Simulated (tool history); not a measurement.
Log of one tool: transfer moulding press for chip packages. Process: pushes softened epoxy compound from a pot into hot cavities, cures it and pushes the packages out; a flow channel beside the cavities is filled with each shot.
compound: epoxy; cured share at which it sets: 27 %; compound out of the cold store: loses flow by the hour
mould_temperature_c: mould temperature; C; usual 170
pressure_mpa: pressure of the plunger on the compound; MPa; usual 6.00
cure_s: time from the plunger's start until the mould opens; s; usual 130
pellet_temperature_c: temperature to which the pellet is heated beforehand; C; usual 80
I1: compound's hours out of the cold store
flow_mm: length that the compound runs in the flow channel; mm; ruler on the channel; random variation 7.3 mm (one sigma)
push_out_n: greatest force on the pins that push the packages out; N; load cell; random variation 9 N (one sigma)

run 1 hour=0.0 | mould_temperature_c=170 pressure_mpa=6.00 cure_s=130 pellet_temperature_c=80 | I1=35.4 | flow_mm=806 push_out_n=640
run 2 hour=11.0 | mould_temperature_c=170 pressure_mpa=6.00 cure_s=130 pellet_temperature_c=80 | I1=37.9 | flow_mm=799 push_out_n=623
run 3 hour=22.5 | mould_temperature_c=170 pressure_mpa=5.99 cure_s=130 pellet_temperature_c=80 | I1=11.1 | flow_mm=889 push_out_n=660
run 4 hour=38.3 | mould_temperature_c=170 pressure_mpa=5.99 cure_s=130 pellet_temperature_c=80 | I1=17.6 | flow_mm=866 push_out_n=631
-- hour=40.8 cavities cleaned with cleaning compound and waxed
run 5 hour=51.7 | mould_temperature_c=170 pressure_mpa=5.99 cure_s=130 pellet_temperature_c=80 | I1=27.4 | flow_mm=824 push_out_n=731
run 6 hour=62.4 | mould_temperature_c=170 pressure_mpa=5.99 cure_s=130 pellet_temperature_c=80 | I1=40.0 | flow_mm=780 push_out_n=726
run 7 hour=76.8 | mould_temperature_c=170 pressure_mpa=5.99 cure_s=161 pellet_temperature_c=80 | I1=21.5 | flow_mm=850 push_out_n=619
run 8 hour=88.9 | mould_temperature_c=170 pressure_mpa=5.99 cure_s=161 pellet_temperature_c=80 | I1=30.8 | flow_mm=804 push_out_n=635
-- hour=106.8 plunger's sealing rings changed
run 9 hour=106.8 | mould_temperature_c=170 pressure_mpa=5.99 cure_s=161 pellet_temperature_c=80 | I1=43.8 | flow_mm=832 push_out_n=602
run 10 hour=127.1 | mould_temperature_c=170 pressure_mpa=5.99 cure_s=161 pellet_temperature_c=78 | I1=24.9 | flow_mm=890 push_out_n=615
run 11 hour=146.3 | mould_temperature_c=173 pressure_mpa=5.99 cure_s=161 pellet_temperature_c=78 | I1=15.5 | flow_mm=918 push_out_n=608
-- hour=154.6 cavities cleaned with cleaning compound and waxed, once more
run 12 hour=160.3 | mould_temperature_c=173 pressure_mpa=5.99 cure_s=161 pellet_temperature_c=78 | I1=39.9 | flow_mm=839 push_out_n=394
run 13 hour=178.6 | mould_temperature_c=173 pressure_mpa=5.99 cure_s=161 pellet_temperature_c=78 | I1=35.2 | flow_mm=832 push_out_n=439
run 14 hour=191.4 | mould_temperature_c=173 pressure_mpa=5.99 cure_s=161 pellet_temperature_c=78 | I1=30.6 | flow_mm=850 push_out_n=482
run 15 hour=203.1 | mould_temperature_c=173 pressure_mpa=5.99 cure_s=161 pellet_temperature_c=71 | I1=34.0 | flow_mm=841 push_out_n=500
run 16 hour=222.8 | mould_temperature_c=175 pressure_mpa=7.47 cure_s=151 pellet_temperature_c=90 | I1=15.9 | flow_mm=1006 push_out_n=543
run 17 hour=238.4 | mould_temperature_c=171 pressure_mpa=7.47 cure_s=119 pellet_temperature_c=75 | I1=14.2 | flow_mm=1045 push_out_n=667
run 18 hour=249.9 | mould_temperature_c=171 pressure_mpa=5.16 cure_s=119 pellet_temperature_c=75 | I1=23.3 | flow_mm=828 push_out_n=706
run 19 hour=262.9 | mould_temperature_c=169 pressure_mpa=5.60 cure_s=119 pellet_temperature_c=75 | I1=39.1 | flow_mm=800 push_out_n=749
run 20 hour=277.0 | mould_temperature_c=170 pressure_mpa=4.85 cure_s=168 pellet_temperature_c=80 | I1=36.7 | flow_mm=754 push_out_n=579
run 21 hour=288.3 | mould_temperature_c=170 pressure_mpa=6.48 cure_s=125 pellet_temperature_c=80 | I1=9.0 | flow_mm=977 push_out_n=712
run 22 hour=301.6 | mould_temperature_c=175 pressure_mpa=6.23 cure_s=140 pellet_temperature_c=80 | I1=30.6 | flow_mm=844 push_out_n=592
-- hour=309.8 cavities cleaned with cleaning compound and waxed
run 23 hour=317.9 | mould_temperature_c=175 pressure_mpa=6.23 cure_s=140 pellet_temperature_c=74 | I1=11.0 | flow_mm=937 push_out_n=386
run 24 hour=329.9 | mould_temperature_c=163 pressure_mpa=5.39 cure_s=130 pellet_temperature_c=80 | I1=42.8 | flow_mm=792 push_out_n=727
run 25 hour=344.3 | mould_temperature_c=163 pressure_mpa=5.39 cure_s=130 pellet_temperature_c=80 | I1=19.4 | flow_mm=884 push_out_n=876
run 26 hour=361.6 | mould_temperature_c=170 pressure_mpa=6.00 cure_s=130 pellet_temperature_c=78 | I1=25.3 | flow_mm=880 push_out_n=569
run 27 hour=379.6 | mould_temperature_c=170 pressure_mpa=6.00 cure_s=130 pellet_temperature_c=78 | I1=20.5 | flow_mm=887 push_out_n=618
run 28 hour=389.0 | mould_temperature_c=170 pressure_mpa=6.00 cure_s=130 pellet_temperature_c=78 | I1=9.8 | flow_mm=930 push_out_n=603
run 29 hour=405.8 | mould_temperature_c=170 pressure_mpa=6.00 cure_s=130 pellet_temperature_c=78 | I1=44.8 | flow_mm=807 push_out_n=625

Measured less the same run without the tool's hidden state. The same run-to-run variation is in both; the gauge's scatter may not be:
The hidden state here: true mould temperature over the reading, C; pressure that reaches the compound, % of what is set; grip of the stained cavities, % over clean ones'; drift of the gauge itself on flow_mm, %; drift of the gauge itself on push_out_n, %.
run=1 flow_mm=-50 push_out_n=+230
run=2 flow_mm=-51 push_out_n=+227
run=3 flow_mm=-57 push_out_n=+245
run=4 flow_mm=-58 push_out_n=+240
run=5 flow_mm=-57 push_out_n=+324
run=6 flow_mm=-55 push_out_n=+313
run=7 flow_mm=-61 push_out_n=+260
run=8 flow_mm=-60 push_out_n=+266
run=9 flow_mm=+2 push_out_n=+250
run=10 flow_mm=+0 push_out_n=+253
run=11 flow_mm=-2 push_out_n=+244
run=12 flow_mm=-3 push_out_n=+27
run=13 flow_mm=-5 push_out_n=+82
run=14 flow_mm=-6 push_out_n=+116
run=15 flow_mm=-7 push_out_n=+138
run=16 flow_mm=-10 push_out_n=+170
run=17 flow_mm=-12 push_out_n=+236
run=18 flow_mm=-11 push_out_n=+257
run=19 flow_mm=-12 push_out_n=+283
run=20 flow_mm=-12 push_out_n=+213
run=21 flow_mm=-17 push_out_n=+275
run=22 flow_mm=-16 push_out_n=+225
run=23 flow_mm=-20 push_out_n=+37
run=24 flow_mm=-17 push_out_n=+150
run=25 flow_mm=-21 push_out_n=+232
run=26 flow_mm=-22 push_out_n=+166
run=27 flow_mm=-24 push_out_n=+203
run=28 flow_mm=-27 push_out_n=+210
run=29 flow_mm=-25 push_out_n=+225

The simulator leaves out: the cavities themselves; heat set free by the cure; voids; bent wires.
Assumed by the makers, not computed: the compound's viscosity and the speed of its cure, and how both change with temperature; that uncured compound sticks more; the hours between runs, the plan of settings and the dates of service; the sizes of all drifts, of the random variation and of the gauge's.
